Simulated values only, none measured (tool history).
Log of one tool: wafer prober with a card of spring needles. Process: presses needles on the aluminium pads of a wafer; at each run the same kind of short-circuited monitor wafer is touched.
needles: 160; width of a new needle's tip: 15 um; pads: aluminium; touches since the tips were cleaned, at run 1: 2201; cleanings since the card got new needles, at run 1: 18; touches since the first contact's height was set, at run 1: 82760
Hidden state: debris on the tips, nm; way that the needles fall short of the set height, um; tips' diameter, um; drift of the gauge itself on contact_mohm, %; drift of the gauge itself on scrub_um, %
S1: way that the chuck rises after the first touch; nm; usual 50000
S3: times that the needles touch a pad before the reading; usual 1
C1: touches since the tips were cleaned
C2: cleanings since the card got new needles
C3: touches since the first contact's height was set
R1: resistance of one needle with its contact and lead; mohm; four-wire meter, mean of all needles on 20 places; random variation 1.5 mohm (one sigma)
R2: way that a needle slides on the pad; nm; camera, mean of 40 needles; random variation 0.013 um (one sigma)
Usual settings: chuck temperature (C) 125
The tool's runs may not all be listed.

run 1 hour=0 | S1=50000 chuck_temperature_(C)=125 S3=1 | C1=2201 C2=18 C3=82760 | R1=234 R2=12460
-- hour=13.5 tips cleaned on abrasive film
-- hour=29.1 tips cleaned on abrasive film
run 2 hour=29.1 | S1=50000 chuck_temperature_(C)=125 S3=1 | C1=0 C2=20 C3=100924 | R1=158 R2=12400
-- hour=45.7 tips cleaned on abrasive film
-- hour=53 height of the first contact set anew
-- hour=60.6 tips cleaned on abrasive film
run 3 hour=60.6 | S1=50000 chuck_temperature_(C)=125 S3=1 | C1=0 C2=22 C3=4722 | R1=159 R2=12630
-- hour=76.6 tips cleaned on abrasive film
run 4 hour=82.8 | S1=50000 chuck_temperature_(C)=125 S3=1 | C1=3902 C2=23 C3=18568 | R1=247 R2=12610
-- hour=92.5 tips cleaned on abrasive film
-- hour=107.4 tips cleaned on abrasive film
-- hour=121.9 tips cleaned on abrasive film
run 5 hour=121.9 | S1=50000 chuck_temperature_(C)=125 S3=1 | C1=0 C2=26 C3=42910 | R1=157 R2=12550
-- hour=138.3 tips cleaned on abrasive film
run 6 hour=148.2 | S1=50000 chuck_temperature_(C)=125 S3=1 | C1=6196 C2=27 C3=59381 | R1=269 R2=12510
-- hour=155.4 tips cleaned on abrasive film
-- hour=172.3 tips cleaned on abrasive film
-- hour=187.8 tips cleaned on abrasive film
run 7 hour=190.7 | S1=48000 chuck_temperature_(C)=125 S3=1 | C1=1848 C2=30 C3=85856 | R1=219 R2=11940
-- hour=203.6 tips cleaned on abrasive film
-- hour=218.6 tips cleaned on abrasive film
run 8 hour=220.9 | S1=50000 chuck_temperature_(C)=125 S3=1 | C1=1456 C2=32 C3=104668 | R1=221 R2=12410
-- hour=233.7 tips cleaned on abrasive film
-- hour=237.3 height of the first contact set anew
-- hour=250.4 tips cleaned on abrasive film
run 9 hour=253.4 | S1=50000 chuck_temperature_(C)=55 S3=1 | C1=1867 C2=34 C3=10069 | R1=221 R2=12620
-- hour=265.8 tips cleaned on abrasive film
-- hour=281.6 tips cleaned on abrasive film
run 10 hour=284.2 | S1=50000 chuck_temperature_(C)=55 S3=1 | C1=1634 C2=36 C3=29248 | R1=221 R2=12580
-- hour=297.2 tips cleaned on abrasive film
-- hour=311.7 tips cleaned on abrasive film
run 11 hour=312.5 | S1=50000 chuck_temperature_(C)=55 S3=1 | C1=525 C2=38 C3=46898 | R1=172 R2=12530
-- hour=327.8 tips cleaned on abrasive film
run 12 hour=341.1 | S1=50000 chuck_temperature_(C)=55 S3=1 | C1=8318 C2=39 C3=64758 | R1=287 R2=12500
-- hour=344.2 tips cleaned on abrasive film
-- hour=362.1 tips cleaned on abrasive film
run 13 hour=366.7 | S1=40000 chuck_temperature_(C)=125 S3=1 | C1=2903 C2=41 C3=80747 | R1=306 R2=9950
-- hour=379.3 tips cleaned on abrasive film
run 14 hour=389.6 | S1=40000 chuck_temperature_(C)=125 S3=1 | C1=6475 C2=42 C3=95058 | R1=345 R2=9920
-- hour=395.9 tips cleaned on abrasive film
-- hour=411.6 tips cleaned on abrasive film
-- hour=421.3 height of the first contact set anew
run 15 hour=421.4 | S1=40000 chuck_temperature_(C)=125 S3=2 | C1=5983 C2=44 C3=61 | R1=264 R2=10100
-- hour=426.4 tips cleaned on abrasive film
-- hour=442 tips cleaned on abrasive film
-- hour=456.8 tips cleaned on abrasive film
run 16 hour=456.8 | S1=36000 chuck_temperature_(C)=29 S3=2 | C1=0 C2=47 C3=22098 | R1=153 R2=9030
-- hour=472.1 tips cleaned on abrasive film
-- hour=488.9 tips cleaned on abrasive film
-- hour=503.8 tips cleaned on abrasive film
run 17 hour=503.8 | S1=36000 chuck_temperature_(C)=29 S3=2 | C1=0 C2=50 C3=51369 | R1=150 R2=8980
-- hour=520.1 tips cleaned on abrasive film
run 18 hour=527.8 | S1=36000 chuck_temperature_(C)=29 S3=2 | C1=4832 C2=51 C3=66384 | R1=306 R2=8930
-- hour=537.1 tips cleaned on abrasive film
-- hour=551.8 tips cleaned on abrasive film
run 19 hour=563.8 | S1=36000 chuck_temperature_(C)=29 S3=2 | C1=7511 C2=53 C3=88814 | R1=321 R2=8890
-- hour=567 tips cleaned on abrasive film
-- hour=581.4 tips cleaned on abrasive film
run 20 hour=595 | S1=66000 chuck_temperature_(C)=72 S3=1 | C1=8572 C2=55 C3=108317 | R1=231 R2=16470
-- hour=597.8 tips cleaned on abrasive film
-- hour=606.8 height of the first contact set anew
-- hour=612.9 tips cleaned on abrasive film
run 21 hour=617.2 | S1=66000 chuck_temperature_(C)=72 S3=1 | C1=2680 C2=57 C3=6434 | R1=209 R2=16680
-- hour=627.5 tips cleaned on abrasive film
-- hour=643.3 tips cleaned on abrasive film
run 22 hour=652.5 | S1=36000 chuck_temperature_(C)=97 S3=1 | C1=5784 C2=59 C3=28481 | R1=415 R2=9030
-- hour=659.2 tips cleaned on abrasive film
-- hour=675.3 tips cleaned on abrasive film
-- hour=690.6 tips cleaned on abrasive film
run 23 hour=700.2 | S1=36000 chuck_temperature_(C)=97 S3=1 | C1=6003 C2=62 C3=58232 | R1=406 R2=8970
-- hour=706.3 tips cleaned on abrasive film
-- hour=723.6 tips cleaned on abrasive film
run 24 hour=730.2 | S1=36000 chuck_temperature_(C)=97 S3=1 | C1=4157 C2=64 C3=76924 | R1=368 R2=8940
-- hour=738.6 tips cleaned on abrasive film
-- hour=753.3 tips cleaned on abrasive film
-- hour=770.2 tips cleaned on abrasive film
run 25 hour=770.2 | S1=43000 chuck_temperature_(C)=125 S3=1 | C1=0 C2=67 C3=101864 | R1=172 R2=10630
-- hour=786.9 tips cleaned on abrasive film
-- hour=790.8 height of the first contact set anew
-- hour=802.4 tips cleaned on abrasive film
run 26 hour=803.5 | S1=57000 chuck_temperature_(C)=36 S3=1 | C1=681 C2=69 C3=7924 | R1=171 R2=14400
-- hour=817.5 tips cleaned on abrasive film
-- hour=833.3 tips cleaned on abrasive film
run 27 hour=843.5 | S1=57000 chuck_temperature_(C)=36 S3=1 | C1=6431 C2=71 C3=32899 | R1=256 R2=14360
-- hour=850.7 tips cleaned on abrasive film
-- hour=867.1 tips cleaned on abrasive film
-- hour=883.4 tips cleaned on abrasive film
run 28 hour=888.6 | S1=35000 chuck_temperature_(C)=29 S3=1 | C1=3243 C2=74 C3=60995 | R1=383 R2=8710
-- hour=899.1 tips cleaned on abrasive film
-- hour=916.1 tips cleaned on abrasive film
-- hour=933.3 tips cleaned on abrasive film
run 29 hour=936 | S1=67000 chuck_temperature_(C)=31 S3=2 | C1=1713 C2=77 C3=90579 | R1=161 R2=16740

Measured less the same run without the tool's hidden state. The same run-to-run variation is in both; the gauge's scatter may not be:
run=1 R1=+87 R2=-180
run=2 R1=+10 R2=-230
run=3 R1=+9 R2=-20
run=4 R1=+100 R2=-40
run=5 R1=+11 R2=-100
run=6 R1=+125 R2=-120
run=7 R1=+73 R2=-190
run=8 R1=+74 R2=-230
run=9 R1=+85 R2=-20
run=10 R1=+86 R2=-60
run=11 R1=+38 R2=-110
run=12 R1=+153 R2=-120
run=13 R1=+156 R2=-170
run=14 R1=+193 R2=-190
run=15 R1=+113 R2=+0
run=16 R1=+16 R2=-70
run=17 R1=+15 R2=-130
run=18 R1=+171 R2=-150
run=19 R1=+186 R2=-200
run=20 R1=+96 R2=-240
run=21 R1=+72 R2=-30
run=22 R1=+262 R2=-60
run=23 R1=+260 R2=-130
run=24 R1=+219 R2=-170
run=25 R1=+24 R2=-240
run=26 R1=+40 R2=-20
run=27 R1=+126 R2=-60
run=28 R1=+247 R2=-130
run=29 R1=+34 R2=-200
